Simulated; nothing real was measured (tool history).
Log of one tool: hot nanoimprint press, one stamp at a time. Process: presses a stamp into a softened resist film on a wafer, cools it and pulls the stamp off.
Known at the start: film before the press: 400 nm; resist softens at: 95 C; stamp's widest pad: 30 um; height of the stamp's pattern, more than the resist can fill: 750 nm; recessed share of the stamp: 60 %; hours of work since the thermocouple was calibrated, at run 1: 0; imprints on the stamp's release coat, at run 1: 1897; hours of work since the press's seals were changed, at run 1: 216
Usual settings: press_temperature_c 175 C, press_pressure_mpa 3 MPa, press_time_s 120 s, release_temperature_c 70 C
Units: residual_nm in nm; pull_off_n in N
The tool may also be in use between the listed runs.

run	day	press_temperature_c	press_pressure_mpa	press_time_s	release_temperature_c	hours of work since the thermocouple was calibrated	imprints on the stamp's release coat	hours of work since the press's seals were changed	residual_nm	pull_off_n
1	0	175	3	120	70	0	1897	216	175	163
2	1.458	175	3	120	70	15	2011	231	175.2	165
3	2.188	175	3	120	70	23	2068	238	174.8	160
4	3.158	175	3	120	70	33	2143	248	175.1	166
5	3.838	175	3	120	70	39	2196	255	174.8	162
6	4.729	175	3	120	70	49	2266	265	175.4	168
7	5.671	175	3	120	70	58	2339	274	174.7	162
8	6.392	175	4.14	120	70	66	2396	282	149.3	160
9	7.312	175	4.14	120	70	75	2468	291	148.7	160
# day 7.775: stamp cleaned and given a new release coat
10	8.604	175	4.14	120	70	86	65	302	149	160
11	9.738	175	4.14	120	70	98	153	314	149	164
12	11.25	175	4.14	120	76	113	271	329	149	146
13	12.196	175	4.14	120	76	123	345	339	148.8	141
14	13.3	175	4.14	120	76	134	431	350	149	150
15	14.588	175	4.14	120	76	148	531	364	148.6	145
16	15.667	175	4.14	120	76	159	616	375	148.9	146
17	16.325	175	4.14	120	76	166	667	381	148.9	149
18	17.55	175	1.84	173	76	178	763	394	193	148
19	18.271	175	3.83	235	57	186	819	401	118.4	192
20	19.729	178	3.48	85	57	201	933	416	169.1	196
21	20.9	182	1.96	205	68	213	1024	429	143.7	164
22	22.058	182	1.96	205	68	225	1114	441	143.7	167
23	23.154	181	2.8	63	73	236	1200	452	192.7	155
24	24.125	181	2.8	63	73	246	1276	462	192.7	156
25	25.262	174	2.71	149	64	258	1364	474	174.1	174
26	26.625	174	3.52	149	66	272	1471	488	152.7	167
27	27.492	175	3	189	70	281	1538	496	146.4	163
28	28.221	175	3	189	70	288	1595	504	146.8	154
29	29.588	175	3	140	69	302	1702	518	164.4	164
30	30.517	182	3.35	74	68	312	1774	528	161.7	165
31	31.808	175	3.11	74	70	325	1875	541	203.5	161

Measured less the same run without the tool's hidden state. The same run-to-run variation is in both; the gauge's scatter may not be:
The hidden state here: true temperature over the reading, C; pressure that arrives at the usual setting, %; grip of the stamp's worn release coat, % over a new coat's; drift of the gauge itself on residual_nm, %; drift of the gauge itself on pull_off_n, %.
run	residual_nm
1	+0
2	+0
3	-0.1
4	-0.1
5	-0.2
6	-0.2
7	-0.2
8	-0.2
9	-0.2
10	-0.3
11	-0.3
12	-0.3
13	-0.3
14	-0.3
15	-0.4
16	-0.4
17	-0.5
18	-0.7
19	-0.4
20	-0.7
21	-0.6
22	-0.7
23	-0.9
24	-1
25	-0.9
26	-0.9
27	-0.9
28	-0.8
29	-1
30	-1
31	-1.3
pull_off_n: within 3 N of the measured result in every run.
